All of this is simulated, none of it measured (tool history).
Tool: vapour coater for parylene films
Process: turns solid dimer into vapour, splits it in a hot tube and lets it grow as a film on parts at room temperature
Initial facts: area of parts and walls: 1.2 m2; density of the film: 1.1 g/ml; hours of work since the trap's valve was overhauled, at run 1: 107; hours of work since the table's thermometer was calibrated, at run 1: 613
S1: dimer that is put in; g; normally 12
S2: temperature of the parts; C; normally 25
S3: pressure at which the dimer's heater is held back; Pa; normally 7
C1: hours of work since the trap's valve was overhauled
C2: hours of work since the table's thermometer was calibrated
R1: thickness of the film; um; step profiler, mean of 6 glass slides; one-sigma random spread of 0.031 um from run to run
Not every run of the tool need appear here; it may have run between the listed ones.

run    hour  S1  S2     S3   C1    C2    R1
  1       0  12  25      7  107   613  4.51
  2      47  12  25      7  129   635  4.52
  3    92.4  12  25      7  150   656  4.44
  4     124  12  25      7  165   671  4.51
  5   194.6  12  25      7  198   704  4.41
  6   265.1  12  25      7  231   737  4.41
  7   301.5  12  25      7  247   754  4.44
  8   371.6  12  25      7  280   786  4.42
  9     443  12  25    3.6  313   819  4.56
 10   472.7  12  25      7  327   833  4.33
 11   507.8  12  25      7  344   850  4.38
 12   542.3  12  25   3.74  360   866  4.54
      568.8  -- trap's valve overhauled
 13   594.4  13  25      7   12   888  4.66
 14   650.3  13  25      7   38   914  4.63
 15   681.3  13  25      7   52   929  4.68
      735.9  -- trap's valve overhauled, once more
 16   744.6  12  25   7.07    4   956   4.5
 17   782.2  12  25   7.07   22   974  4.55
 18   832.6  12  25   7.07   45   997  4.46
 19   897.6  12  25   5.01   75  1027  4.59
 20   934.5  12  25   5.01   92  1045  4.56
 21   990.6  17  25      7  119  1071  6.32
 22  1064.1  17  25      7  153  1105  6.28
 23  1120.8  17  25      7  179  1131   6.2
 24  1163.5   6  18   9.49  199  1151  2.48
 25  1206.9  11  25      7  219  1171  4.03
 26  1260.4  11  25      7  244  1196  3.96
 27  1303.2   5  33   6.73  264  1216  1.56
 28  1348.1  12  36   5.12  285  1237  3.53
 29  1390.4  12  36   5.12  305  1257  3.56
 30  1436.5  11  25   8.45  326  1278  3.92
 31  1488.1  10  20   6.81  350  1302  3.99
     1534.4  -- trap's valve overhauled
 32  1537.5  10  20   6.81    1  1324  4.23
 33  1599.8  10  20    4.5   30  1353  4.28
 34  1673.2   9  25      7   65  1387  3.35
 35  1741.8  22  25      7   97  1419  8.13
 36  1808.8  22  25      7  128  1450  8.15
 37  1861.2  21  34   5.13  152  1474   6.6
 38  1893.6  12  37   6.29  167  1489  3.45
 39  1955.4  16  25     11  196  1518  5.66
 40    1990  16  25     11  212  1534  5.63
 41  2026.8  20  18   4.09  229  1551  8.81
 42  2090.2  20  18   4.09  259  1581   8.8
 43  2154.7  10  28  11.86  289  1611  3.25
 44  2218.1  10  28  11.86  318  1641  3.24
 45  2249.5  10  28    9.8  333  1655  3.34
 46  2303.4   6  20  11.56  358  1680   2.3

Branching from run 46: 3 alternative next runs. What would each branch give?
     2331.8  -- trap's valve overhauled
  A  2339.7   7  18  2.04   4  1695   ?
     2331.8  -- trap's valve overhauled
  B  2339.7  12  25  3.74   4  1695   ?
     2331.8  -- trap's valve overhauled
  C  2339.7  12  32  2.97   4  1695   ?

run    R1
  A  3.33
  B  4.69
  C  4.13
Without the tool's unlogged condition, the same runs would have read:
run    R1
  A  3.37
  B  4.75
  C  4.19
